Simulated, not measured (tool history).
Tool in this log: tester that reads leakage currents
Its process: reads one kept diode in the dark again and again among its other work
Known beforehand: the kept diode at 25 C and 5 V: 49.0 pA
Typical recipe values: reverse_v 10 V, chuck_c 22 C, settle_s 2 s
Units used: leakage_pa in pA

run	hour	reverse_v	chuck_c	settle_s	leakage_pa
1	0	10	22	2	55.65
2	67	10	22	2	55.64
3	105.5	10	22	2	55.78
4	163.4	10	22	2	55.83
5	247.5	10	35	2	142.48
6	326.6	9.1	22	1.04	53.74
# hour 361.3: chuck's temperature calibrated
7	388	1.3	22	2	20.52
8	433.3	1.3	22	2	20.55
9	508.2	1.2	28	1.16	31.11
10	574.2	1.2	28	1.16	31.16

Some steps in leakage_pa, run to run, broken into two amounts with sign: the step expected even without the hidden condition (settings, incoming material, random variation), and the rest, left for the hidden condition together with whatever gauge scatter is not in both the measured and the hidden-condition-free result:
Hidden state at play: stray current of the dirty probe card, pA a volt; current scale over the true one, %; true chuck temperature over the reading, C; drift of the gauge itself on leakage_pa, %.
Run 4 -> 5: chuck_c 22 -> 35. leakage_pa +86.65 pA: hidden state +0.11, all else +86.54.
Run 5 -> 6: reverse_v 10 -> 9.1, chuck_c 35 -> 22, settle_s 2 -> 1.04. leakage_pa -88.74 pA: hidden state -0.11, all else -88.63.
